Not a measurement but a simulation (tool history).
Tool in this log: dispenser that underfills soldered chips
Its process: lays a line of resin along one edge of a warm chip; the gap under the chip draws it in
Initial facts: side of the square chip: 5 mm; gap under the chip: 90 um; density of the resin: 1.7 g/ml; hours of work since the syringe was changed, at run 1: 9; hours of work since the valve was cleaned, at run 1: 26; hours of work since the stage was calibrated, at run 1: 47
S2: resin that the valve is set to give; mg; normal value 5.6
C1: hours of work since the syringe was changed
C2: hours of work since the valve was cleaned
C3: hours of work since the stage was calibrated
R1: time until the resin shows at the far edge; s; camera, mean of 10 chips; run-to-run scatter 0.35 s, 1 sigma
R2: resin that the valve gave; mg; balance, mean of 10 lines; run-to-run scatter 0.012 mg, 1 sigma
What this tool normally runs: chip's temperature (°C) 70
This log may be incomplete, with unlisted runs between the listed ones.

run 1 hour=0 | chip's_temperature_(°C)=70 S2=5.6 | C1=9 C2=26 C3=47 | R1=37.2 R2=5.54
-- hour=1.2 new syringe of resin
run 2 hour=4.5 | chip's_temperature_(°C)=70 S2=5.6 | C1=2 C2=29 C3=50 | R1=22.5 R2=5.55
run 3 hour=7.3 | chip's_temperature_(°C)=60 S2=5.6 | C1=4 C2=31 C3=52 | R1=36.1 R2=5.56
run 4 hour=10.1 | chip's_temperature_(°C)=60 S2=5.6 | C1=6 C2=33 C3=54 | R1=41.2 R2=5.54
run 5 hour=14.3 | chip's_temperature_(°C)=67 S2=5.6 | C1=9 C2=36 C3=57 | R1=40.7 R2=5.52
-- hour=15.7 new syringe of resin
run 6 hour=17.7 | chip's_temperature_(°C)=67 S2=5.6 | C1=1 C2=38 C3=59 | R1=22.2 R2=5.54
run 7 hour=20.9 | chip's_temperature_(°C)=67 S2=5.6 | C1=4 C2=40 C3=61 | R1=26.9 R2=5.51
run 8 hour=24.9 | chip's_temperature_(°C)=70 S2=7.13 | C1=6 C2=43 C3=64 | R1=29.2 R2=7.05
-- hour=30.1 new syringe of resin
run 9 hour=31.1 | chip's_temperature_(°C)=84 S2=7.13 | C1=1 C2=47 C3=68 | R1=13 R2=7.03
run 10 hour=36.6 | chip's_temperature_(°C)=70 S2=5.6 | C1=5 C2=51 C3=72 | R1=26.7 R2=5.51
run 11 hour=41.6 | chip's_temperature_(°C)=70 S2=5.6 | C1=8 C2=54 C3=75 | R1=33.8 R2=5.49
-- hour=44.4 new syringe of resin
run 12 hour=48.3 | chip's_temperature_(°C)=70 S2=5.6 | C1=3 C2=59 C3=80 | R1=22.6 R2=5.5
run 13 hour=52 | chip's_temperature_(°C)=70 S2=5.6 | C1=5 C2=61 C3=82 | R1=27.9 R2=5.5
run 14 hour=56.6 | chip's_temperature_(°C)=70 S2=5.6 | C1=8 C2=64 C3=85 | R1=35.3 R2=5.5
-- hour=58.7 new syringe of resin
run 15 hour=62.7 | chip's_temperature_(°C)=64 S2=5.6 | C1=3 C2=68 C3=89 | R1=28.9 R2=5.48
run 16 hour=65.8 | chip's_temperature_(°C)=62 S2=5.75 | C1=5 C2=71 C3=91 | R1=34.6 R2=5.62
run 17 hour=71.8 | chip's_temperature_(°C)=57 S2=6.35 | C1=9 C2=75 C3=96 | R1=55.1 R2=6.2
-- hour=73.2 new syringe of resin
run 18 hour=78.6 | chip's_temperature_(°C)=57 S2=6.35 | C1=4 C2=79 C3=100 | R1=36.9 R2=6.21
run 19 hour=84.7 | chip's_temperature_(°C)=80 S2=7.08 | C1=8 C2=83 C3=104 | R1=25.3 R2=6.92
-- hour=87.7 new syringe of resin
run 20 hour=88.4 | chip's_temperature_(°C)=70 S2=6.26 | C1=0 C2=86 C3=107 | R1=19.4 R2=6.1
run 21 hour=92.9 | chip's_temperature_(°C)=63 S2=7.05 | C1=4 C2=89 C3=110 | R1=30.2 R2=6.85
run 22 hour=98.3 | chip's_temperature_(°C)=70 S2=5.33 | C1=7 C2=93 C3=114 | R1=33.1 R2=5.2
-- hour=102.2 new syringe of resin
run 23 hour=103.2 | chip's_temperature_(°C)=83 S2=5.8 | C1=1 C2=96 C3=117 | R1=13.4 R2=5.62
run 24 hour=109.3 | chip's_temperature_(°C)=80 S2=7.03 | C1=5 C2=100 C3=121 | R1=19.2 R2=6.82
run 25 hour=115.2 | chip's_temperature_(°C)=67 S2=5.6 | C1=9 C2=104 C3=125 | R1=40.5 R2=5.41
-- hour=116.9 new syringe of resin
run 26 hour=118.6 | chip's_temperature_(°C)=67 S2=5.6 | C1=1 C2=106 C3=127 | R1=22.8 R2=5.41
run 27 hour=124 | chip's_temperature_(°C)=65 S2=5.45 | C1=5 C2=110 C3=131 | R1=32.3 R2=5.27
run 28 hour=130.6 | chip's_temperature_(°C)=78 S2=6.71 | C1=9 C2=115 C3=136 | R1=30 R2=6.5
-- hour=131.4 new syringe of resin
run 29 hour=135.2 | chip's_temperature_(°C)=73 S2=6.71 | C1=3 C2=118 C3=139 | R1=20.6 R2=6.46

Forecast each of these 5 alternatives for the next run:
run A hour=141.6 | chip's_temperature_(°C)=70 S2=6.78 | C1=7 C2=122 C3=143 | R1=? R2=?
run B hour=141.6 | chip's_temperature_(°C)=81 S2=6.71 | C1=7 C2=122 C3=143 | R1=? R2=?
run C hour=141.6 | chip's_temperature_(°C)=68 S2=5.44 | C1=7 C2=122 C3=143 | R1=? R2=?
run D hour=141.6 | chip's_temperature_(°C)=73 S2=7.09 | C1=7 C2=122 C3=143 | R1=? R2=?
run E hour=141.6 | chip's_temperature_(°C)=78 S2=4.92 | C1=7 C2=122 C3=143 | R1=? R2=?

run=A R1=31.6 R2=6.53
run=B R1=23.1 R2=6.44
run=C R1=34.8 R2=5.24
run=D R1=28.1 R2=6.82
run=E R1=26.4 R2=4.75
With no hidden state in the tool, these same runs would have given:
run=A R1=18.1 R2=6.78
run=B R1=13.3 R2=6.69
run=C R1=20.2 R2=5.44
run=D R1=16.1 R2=7.08
run=E R1=15.1 R2=4.93
